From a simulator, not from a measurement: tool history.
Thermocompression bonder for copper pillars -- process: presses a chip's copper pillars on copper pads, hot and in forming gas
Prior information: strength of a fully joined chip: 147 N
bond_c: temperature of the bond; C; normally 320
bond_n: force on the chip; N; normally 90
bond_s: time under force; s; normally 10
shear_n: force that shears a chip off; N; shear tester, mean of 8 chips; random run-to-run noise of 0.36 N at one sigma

run 1 hour=0.0 | bond_c=320 bond_n=90 bond_s=10 | shear_n=63.2
run 2 hour=9.0 | bond_c=320 bond_n=90 bond_s=10 | shear_n=63.0
run 3 hour=17.4 | bond_c=320 bond_n=90 bond_s=6 | shear_n=52.0
run 4 hour=21.7 | bond_c=320 bond_n=90 bond_s=10 | shear_n=62.6
run 5 hour=29.8 | bond_c=325 bond_n=90 bond_s=10 | shear_n=67.4
run 6 hour=39.3 | bond_c=325 bond_n=57 bond_s=10 | shear_n=42.4
run 7 hour=47.5 | bond_c=320 bond_n=90 bond_s=10 | shear_n=62.0
run 8 hour=56.1 | bond_c=338 bond_n=90 bond_s=10 | shear_n=79.0
run 9 hour=60.5 | bond_c=320 bond_n=90 bond_s=10 | shear_n=63.6
run 10 hour=69.1 | bond_c=316 bond_n=67 bond_s=19 | shear_n=57.9
run 11 hour=76.9 | bond_c=333 bond_n=85 bond_s=19 | shear_n=87.0
run 12 hour=85.4 | bond_c=314 bond_n=124 bond_s=8 | shear_n=71.0
run 13 hour=93.4 | bond_c=314 bond_n=124 bond_s=8 | shear_n=71.8
run 14 hour=100.8 | bond_c=335 bond_n=63 bond_s=22 | shear_n=73.1
run 15 hour=107.9 | bond_c=343 bond_n=90 bond_s=10 | shear_n=82.6
run 16 hour=115.5 | bond_c=343 bond_n=90 bond_s=10 | shear_n=82.3
run 17 hour=124.0 | bond_c=343 bond_n=81 bond_s=6 | shear_n=62.9
run 18 hour=131.5 | bond_c=343 bond_n=81 bond_s=6 | shear_n=64.9

Not shown: 3 entries that the log had between the listed runs. Between which runs, and how does the tool's hidden state differ before and after?
Runs 5 to 6: force cell calibrated (hour 32.0)
  force that reaches the chip, % of what is set: 98.9 -> 98.3; oxide that the forming gas leaves, % of the face: 2.16 -> 2.28
  difference, measured minus the result without the unlogged condition, shear_n: -0.7 -> -0.7 N
Runs 7 to 8: force cell calibrated, once more (hour 50.6)
  force that reaches the chip, % of what is set: 98.3 -> 99.9; oxide that the forming gas leaves, % of the face: 2.39 -> 2.49
  difference, measured minus the result without the unlogged condition, shear_n: -1.1 -> -0.5 N
Runs 17 to 18: forming gas filter changed (hour 131.5)
  oxide that the forming gas leaves, % of the face: 3.48 -> 0.64
  difference, measured minus the result without the unlogged condition, shear_n: -0.8 -> +1.0 N

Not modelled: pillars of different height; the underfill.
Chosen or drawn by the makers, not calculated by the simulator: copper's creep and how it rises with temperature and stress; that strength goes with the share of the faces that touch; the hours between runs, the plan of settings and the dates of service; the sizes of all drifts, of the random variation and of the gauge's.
